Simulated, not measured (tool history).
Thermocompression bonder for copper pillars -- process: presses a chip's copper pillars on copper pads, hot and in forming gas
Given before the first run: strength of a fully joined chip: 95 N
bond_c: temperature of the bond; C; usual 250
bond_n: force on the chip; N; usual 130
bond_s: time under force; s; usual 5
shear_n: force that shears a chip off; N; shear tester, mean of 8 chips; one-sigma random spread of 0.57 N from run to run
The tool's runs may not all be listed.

run,hour,bond_c,bond_n,bond_s,shear_n
1,0,250,130,5,38.6
2,25.3,250,130,5,38.3
3,42,250,148,5,42.4
4,64,250,148,5,42.7
# hour 66.3: forming gas filter changed
5,90.5,250,148,5,47
6,117.7,250,130,5,42.1
7,139.4,250,130,3,33.8
8,167.4,250,130,3,34.6
9,187.7,250,130,3,33.8
10,208.4,250,130,3,33.6
11,227.1,250,130,5,40.3
12,240.9,237,186,5,46.4
# hour 246.1: heater calibrated with a thermocouple chip
13,272.5,237,186,5,44.7
14,304.5,280,186,8,79
15,332.2,263,130,12,60.8
16,357.9,232,130,6,29.7
17,385.6,232,130,6,30.1
18,399.2,250,153,5,42.8
# hour 410.4: heater calibrated with a thermocouple chip, once more
19,426.6,250,153,5,48.4
20,457.9,250,153,5,47
21,477.6,250,153,10,57.4
22,502.5,250,130,3,32.5

Consider 4 possible next runs. They are alternatives, not a sequence: every one starts from the tool as it was left by run 22. What does each give?
A,528.3,259,120,5,?
B,528.3,228,130,3,?
C,528.3,243,178,3,?
D,528.3,250,159,3,?

run,shear_n
A,42.4
B,22.4
C,39.6
D,39.9
Stripped of hidden state, with their random variation kept, the same runs would have yielded:
run,shear_n
A,46.6
B,24.6
C,43.7
D,43.9
